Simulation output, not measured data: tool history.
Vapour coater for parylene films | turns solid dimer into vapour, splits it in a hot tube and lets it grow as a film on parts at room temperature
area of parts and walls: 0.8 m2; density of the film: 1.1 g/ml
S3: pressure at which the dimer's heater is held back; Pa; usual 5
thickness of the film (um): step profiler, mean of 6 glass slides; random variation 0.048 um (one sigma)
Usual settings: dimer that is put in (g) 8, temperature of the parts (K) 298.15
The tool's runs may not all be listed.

run 1 hour=0 | dimer_that_is_put_in_(g)=8 temperature_of_the_parts_(K)=298.15 S3=5 | thickness_of_the_film_(um)=5.03
run 2 hour=15.5 | dimer_that_is_put_in_(g)=4 temperature_of_the_parts_(K)=298.15 S3=5 | thickness_of_the_film_(um)=2.48
run 3 hour=36.6 | dimer_that_is_put_in_(g)=4 temperature_of_the_parts_(K)=298.15 S3=5 | thickness_of_the_film_(um)=2.47
run 4 hour=46.8 | dimer_that_is_put_in_(g)=4 temperature_of_the_parts_(K)=298.15 S3=5 | thickness_of_the_film_(um)=2.49
run 5 hour=69 | dimer_that_is_put_in_(g)=4 temperature_of_the_parts_(K)=298.15 S3=5 | thickness_of_the_film_(um)=2.53
run 6 hour=84.6 | dimer_that_is_put_in_(g)=4 temperature_of_the_parts_(K)=298.15 S3=5 | thickness_of_the_film_(um)=2.52
run 7 hour=102.1 | dimer_that_is_put_in_(g)=4 temperature_of_the_parts_(K)=298.15 S3=5 | thickness_of_the_film_(um)=2.41
-- hour=122.1 trap's valve overhauled
run 8 hour=129.7 | dimer_that_is_put_in_(g)=8 temperature_of_the_parts_(K)=301.15 S3=5 | thickness_of_the_film_(um)=5.13
run 9 hour=148.1 | dimer_that_is_put_in_(g)=8 temperature_of_the_parts_(K)=301.15 S3=5 | thickness_of_the_film_(um)=5.12
run 10 hour=160.4 | dimer_that_is_put_in_(g)=4 temperature_of_the_parts_(K)=298.15 S3=5 | thickness_of_the_film_(um)=2.67
run 11 hour=176.4 | dimer_that_is_put_in_(g)=8 temperature_of_the_parts_(K)=298.15 S3=10.19 | thickness_of_the_film_(um)=5.03
run 12 hour=194.4 | dimer_that_is_put_in_(g)=10 temperature_of_the_parts_(K)=298.15 S3=5.76 | thickness_of_the_film_(um)=6.66
run 13 hour=211.6 | dimer_that_is_put_in_(g)=7 temperature_of_the_parts_(K)=301.15 S3=4.04 | thickness_of_the_film_(um)=4.49
run 14 hour=228.8 | dimer_that_is_put_in_(g)=6 temperature_of_the_parts_(K)=298.15 S3=3.26 | thickness_of_the_film_(um)=4.11
run 15 hour=240.4 | dimer_that_is_put_in_(g)=6 temperature_of_the_parts_(K)=292.15 S3=4.54 | thickness_of_the_film_(um)=4.37
run 16 hour=255.7 | dimer_that_is_put_in_(g)=9 temperature_of_the_parts_(K)=298.15 S3=3.09 | thickness_of_the_film_(um)=6.07
run 17 hour=274.2 | dimer_that_is_put_in_(g)=8 temperature_of_the_parts_(K)=305.15 S3=10.42 | thickness_of_the_film_(um)=4.46
run 18 hour=286.8 | dimer_that_is_put_in_(g)=8 temperature_of_the_parts_(K)=305.15 S3=10.42 | thickness_of_the_film_(um)=4.4

4 ways to go on from here, each from the tool as it stands after run 18. What would each give?
run A hour=306.3 | dimer_that_is_put_in_(g)=4 temperature_of_the_parts_(K)=298.15 S3=5.81 | thickness_of_the_film_(um)=?
run B hour=306.3 | dimer_that_is_put_in_(g)=14 temperature_of_the_parts_(K)=303.15 S3=5.89 | thickness_of_the_film_(um)=?
run C hour=306.3 | dimer_that_is_put_in_(g)=6 temperature_of_the_parts_(K)=291.15 S3=2.64 | thickness_of_the_film_(um)=?
run D hour=306.3 | dimer_that_is_put_in_(g)=8 temperature_of_the_parts_(K)=295.15 S3=3.09 | thickness_of_the_film_(um)=?

run=A thickness_of_the_film_(um)=2.58
run=B thickness_of_the_film_(um)=8.23
run=C thickness_of_the_film_(um)=4.5
run=D thickness_of_the_film_(um)=5.65
Without the tool's hidden state the same runs would have given:
run=A thickness_of_the_film_(um)=2.74
run=B thickness_of_the_film_(um)=8.76
run=C thickness_of_the_film_(um)=4.79
run=D thickness_of_the_film_(um)=6.01
